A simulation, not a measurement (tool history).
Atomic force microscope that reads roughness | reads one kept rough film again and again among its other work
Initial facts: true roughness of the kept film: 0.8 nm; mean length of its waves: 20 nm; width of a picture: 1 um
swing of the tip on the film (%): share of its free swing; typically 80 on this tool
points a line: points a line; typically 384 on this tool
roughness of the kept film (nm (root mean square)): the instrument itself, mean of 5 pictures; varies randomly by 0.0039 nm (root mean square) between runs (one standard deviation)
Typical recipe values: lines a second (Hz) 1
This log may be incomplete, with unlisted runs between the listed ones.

run,hour,lines a second (Hz),swing of the tip on the film (%),points a line,roughness of the kept film (nm (root mean square))
1,0,1,80,384,0.698
2,20.8,1,80,384,0.697
3,39,3.29,80,384,0.612
4,63,3.29,80,384,0.604
5,87.3,1,80,384,0.678
6,106.4,1,80,384,0.674
7,136.6,1,80,496,0.671

Run 8 is up next; what results do you expect?
8,166.6,1.11,73,384,?

Run 8 measured roughness of the kept film (nm (root mean square)) 0.665.
Were there no unlogged condition in the tool, this run, its random variation unchanged, would have produced roughness of the kept film (nm (root mean square)) 0.713.
